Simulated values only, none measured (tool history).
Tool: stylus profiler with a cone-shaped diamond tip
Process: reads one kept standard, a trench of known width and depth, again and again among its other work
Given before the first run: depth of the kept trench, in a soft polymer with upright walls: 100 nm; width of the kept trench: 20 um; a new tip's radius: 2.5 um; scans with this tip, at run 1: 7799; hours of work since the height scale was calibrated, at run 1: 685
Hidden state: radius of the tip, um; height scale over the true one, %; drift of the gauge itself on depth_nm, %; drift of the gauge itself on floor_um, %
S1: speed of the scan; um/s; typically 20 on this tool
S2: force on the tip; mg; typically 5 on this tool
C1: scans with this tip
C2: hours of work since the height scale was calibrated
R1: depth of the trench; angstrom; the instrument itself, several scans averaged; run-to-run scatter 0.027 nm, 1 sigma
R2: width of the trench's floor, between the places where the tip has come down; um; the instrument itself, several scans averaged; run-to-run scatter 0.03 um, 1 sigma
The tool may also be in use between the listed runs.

| run | day | S1 | S2 | C1 | C2 | R1 | R2 |
|---|---|---|---|---|---|---|---|
| 1 | 0 | 20 | 5 | 7799 | 685 | 1015.5 | 18.5 |
| 2 | 0.75 | 20 | 4.46 | 7957 | 699 | 1014.3 | 18.49 |
| 3 | 1.271 | 20 | 5 | 8067 | 708 | 1015.5 | 18.46 |
| 4 | 1.962 | 18 | 5 | 8212 | 721 | 1016.3 | 18.52 |
| 5 | 2.946 | 20 | 5 | 8420 | 739 | 1016.2 | 18.55 |
| 6 | 3.642 | 76 | 5 | 8566 | 752 | 1016.4 | 18.33 |
| 7 | 4.083 | 8 | 5 | 8660 | 760 | 1015.6 | 18.56 |
| 8 | 4.962 | 8 | 5 | 8845 | 777 | 1015.9 | 18.51 |
| 9 | 5.625 | 8 | 3.4 | 8985 | 789 | 1012.6 | 18.58 |
| 10 | 6.3 | 8 | 3.4 | 9127 | 801 | 1012.1 | 18.58 |
| 11 | 7.342 | 8 | 3.4 | 9346 | 821 | 1012.2 | 18.51 |
| 12 | 8.05 | 8 | 3.4 | 9495 | 834 | 1012.2 | 18.55 |
| 13 | 8.817 | 8 | 3.4 | 9657 | 848 | 1012.3 | 18.55 |
| 14 | 9.758 | 16 | 12.94 | 9855 | 865 | 1029.8 | 18.56 |
| 15 | 10.679 | 16 | 12.94 | 10049 | 882 | 1029.6 | 18.57 |
| 16 | 11.746 | 16 | 12.94 | 10274 | 902 | 1029.6 | 18.59 |
| 17 | 12.812 | 5 | 9.67 | 10499 | 922 | 1024.2 | 18.62 |
| 18 | 13.329 | 13 | 3.33 | 10608 | 931 | 1011.7 | 18.57 |
| 19 | 14.388 | 21 | 9.03 | 10831 | 951 | 1023.5 | 18.49 |
| 20 | 15.358 | 8 | 1.98 | 11036 | 969 | 1008.1 | 18.56 |

Branching from run 20: 5 alternative next runs. What would each branch give?
| A | 15.812 | 77 | 7.02 | 11131 | 977 | ? | ? |
| B | 15.812 | 24 | 6.34 | 11131 | 977 | ? | ? |
| C | 15.812 | 10 | 10.88 | 11131 | 977 | ? | ? |
| D | 15.812 | 26 | 5.17 | 11131 | 977 | ? | ? |
| E | 15.812 | 9 | 8.78 | 11131 | 977 | ? | ? |

| run | R1 | R2 |
|---|---|---|
| A | 1019.6 | 18.3 |
| B | 1018.7 | 18.45 |
| C | 1025.9 | 18.62 |
| D | 1015.7 | 18.51 |
| E | 1022.4 | 18.59 |
With the hidden condition removed and each run's random variation left untouched, the same runs would have given:
| run | R1 | R2 |
|---|---|---|
| A | 1019.7 | 18.31 |
| B | 1018.7 | 18.46 |
| C | 1026 | 18.63 |
| D | 1015.8 | 18.52 |
| E | 1022.5 | 18.59 |
